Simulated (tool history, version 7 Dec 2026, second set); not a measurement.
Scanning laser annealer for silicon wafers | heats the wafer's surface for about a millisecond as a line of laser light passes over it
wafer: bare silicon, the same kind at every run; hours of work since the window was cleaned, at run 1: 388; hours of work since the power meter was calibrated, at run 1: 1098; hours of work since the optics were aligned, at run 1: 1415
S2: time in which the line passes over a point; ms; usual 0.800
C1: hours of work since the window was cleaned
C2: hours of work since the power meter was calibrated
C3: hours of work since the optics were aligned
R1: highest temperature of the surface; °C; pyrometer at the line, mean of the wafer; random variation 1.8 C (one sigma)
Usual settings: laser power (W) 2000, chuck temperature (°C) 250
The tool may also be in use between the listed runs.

{"run": 1, "hour": 0.0, "laser power (W)": 2000, "S2": 0.8, "chuck temperature (°C)": 250, "C1": 388, "C2": 1098, "C3": 1415, "R1": 1033}
{"run": 2, "hour": 41.2, "laser power (W)": 2000, "S2": 0.8, "chuck temperature (°C)": 250, "C1": 418, "C2": 1128, "C3": 1446, "R1": 1035}
{"run": 3, "hour": 67.8, "laser power (W)": 2000, "S2": 0.8, "chuck temperature (°C)": 249, "C1": 438, "C2": 1148, "C3": 1465, "R1": 1033}
{"run": 4, "hour": 114.2, "laser power (W)": 2000, "S2": 0.8, "chuck temperature (°C)": 249, "C1": 472, "C2": 1182, "C3": 1499, "R1": 1031}
{"run": 5, "hour": 157.1, "laser power (W)": 2000, "S2": 0.8, "chuck temperature (°C)": 249, "C1": 503, "C2": 1213, "C3": 1531, "R1": 1031}
{"run": 6, "hour": 203.7, "laser power (W)": 2000, "S2": 0.8, "chuck temperature (°C)": 249, "C1": 538, "C2": 1248, "C3": 1565, "R1": 1028}
{"run": 7, "hour": 247.2, "laser power (W)": 2000, "S2": 0.8, "chuck temperature (°C)": 250, "C1": 570, "C2": 1280, "C3": 1597, "R1": 1030}
{"run": 8, "hour": 288.6, "laser power (W)": 2000, "S2": 0.8, "chuck temperature (°C)": 278, "C1": 600, "C2": 1310, "C3": 1628, "R1": 1049}
{"run": 9, "hour": 347.2, "laser power (W)": 1857, "S2": 0.8, "chuck temperature (°C)": 250, "C1": 643, "C2": 1353, "C3": 1671, "R1": 956}
{"run": 10, "hour": 411.6, "laser power (W)": 1857, "S2": 0.8, "chuck temperature (°C)": 250, "C1": 691, "C2": 1400, "C3": 1718, "R1": 953}
{"run": 11, "hour": 460.1, "laser power (W)": 2000, "S2": 0.8, "chuck temperature (°C)": 250, "C1": 726, "C2": 1436, "C3": 1754, "R1": 1018}
{"run": 12, "hour": 489.2, "laser power (W)": 2000, "S2": 0.8, "chuck temperature (°C)": 250, "C1": 748, "C2": 1458, "C3": 1775, "R1": 1013}
{"run": 13, "hour": 527.2, "laser power (W)": 2000, "S2": 0.8, "chuck temperature (°C)": 250, "C1": 776, "C2": 1485, "C3": 1803, "R1": 1016}
{"hour": 553.0, "done": "window over the wafer cleaned"}
{"run": 14, "hour": 574.6, "laser power (W)": 2000, "S2": 0.8, "chuck temperature (°C)": 227, "C1": 16, "C2": 1519, "C3": 1836, "R1": 1030}
{"run": 15, "hour": 610.4, "laser power (W)": 2000, "S2": 0.8, "chuck temperature (°C)": 250, "C1": 42, "C2": 1545, "C3": 1863, "R1": 1048}
{"run": 16, "hour": 660.1, "laser power (W)": 1879, "S2": 0.749, "chuck temperature (°C)": 250, "C1": 79, "C2": 1582, "C3": 1899, "R1": 966}
{"run": 17, "hour": 704.6, "laser power (W)": 1879, "S2": 0.749, "chuck temperature (°C)": 250, "C1": 111, "C2": 1614, "C3": 1932, "R1": 965}
{"hour": 743.7, "done": "optics aligned, line set to its width"}
{"run": 18, "hour": 769.1, "laser power (W)": 1879, "S2": 0.903, "chuck temperature (°C)": 271, "C1": 155, "C2": 1658, "C3": 19, "R1": 1062}
{"run": 19, "hour": 800.5, "laser power (W)": 1970, "S2": 0.673, "chuck temperature (°C)": 250, "C1": 178, "C2": 1681, "C3": 42, "R1": 969}
{"run": 20, "hour": 835.3, "laser power (W)": 2113, "S2": 0.631, "chuck temperature (°C)": 282, "C1": 204, "C2": 1707, "C3": 67, "R1": 1040}
{"run": 21, "hour": 867.0, "laser power (W)": 2113, "S2": 0.631, "chuck temperature (°C)": 282, "C1": 227, "C2": 1730, "C3": 91, "R1": 1040}
{"run": 22, "hour": 919.3, "laser power (W)": 2000, "S2": 0.8, "chuck temperature (°C)": 274, "C1": 266, "C2": 1769, "C3": 129, "R1": 1072}
{"run": 23, "hour": 981.4, "laser power (W)": 1786, "S2": 0.627, "chuck temperature (°C)": 225, "C1": 311, "C2": 1814, "C3": 175, "R1": 840}
{"run": 24, "hour": 1038.5, "laser power (W)": 1786, "S2": 0.627, "chuck temperature (°C)": 225, "C1": 353, "C2": 1856, "C3": 217, "R1": 834}
{"run": 25, "hour": 1095.1, "laser power (W)": 2181, "S2": 0.995, "chuck temperature (°C)": 250, "C1": 395, "C2": 1898, "C3": 258, "R1": 1228}
{"run": 26, "hour": 1157.6, "laser power (W)": 2181, "S2": 0.995, "chuck temperature (°C)": 250, "C1": 441, "C2": 1944, "C3": 304, "R1": 1218}
{"run": 27, "hour": 1190.9, "laser power (W)": 1985, "S2": 0.852, "chuck temperature (°C)": 229, "C1": 465, "C2": 1968, "C3": 329, "R1": 1028}
{"run": 28, "hour": 1246.5, "laser power (W)": 1797, "S2": 0.961, "chuck temperature (°C)": 288, "C1": 506, "C2": 2009, "C3": 370, "R1": 1041}
{"run": 29, "hour": 1287.2, "laser power (W)": 2023, "S2": 0.961, "chuck temperature (°C)": 272, "C1": 536, "C2": 2039, "C3": 400, "R1": 1140}
{"run": 30, "hour": 1321.6, "laser power (W)": 2023, "S2": 0.961, "chuck temperature (°C)": 272, "C1": 561, "C2": 2064, "C3": 425, "R1": 1135}

3 ways to go on from here, each from the tool as it stands after run 30. What would each give?
{"run": "A", "hour": 1372.7, "laser power (W)": 2090, "S2": 0.915, "chuck temperature (°C)": 252, "C1": 599, "C2": 2102, "C3": 462, "R1": "?"}
{"run": "B", "hour": 1372.7, "laser power (W)": 1766, "S2": 0.785, "chuck temperature (°C)": 288, "C1": 599, "C2": 2102, "C3": 462, "R1": "?"}
{"run": "C", "hour": 1372.7, "laser power (W)": 1831, "S2": 0.942, "chuck temperature (°C)": 212, "C1": 599, "C2": 2102, "C3": 462, "R1": "?"}

run=A R1=1122
run=B R1=949
run=C R1=968
Without the tool's hidden state the same runs would have given:
run=A R1=1174
run=B R1=989
run=C R1=1013

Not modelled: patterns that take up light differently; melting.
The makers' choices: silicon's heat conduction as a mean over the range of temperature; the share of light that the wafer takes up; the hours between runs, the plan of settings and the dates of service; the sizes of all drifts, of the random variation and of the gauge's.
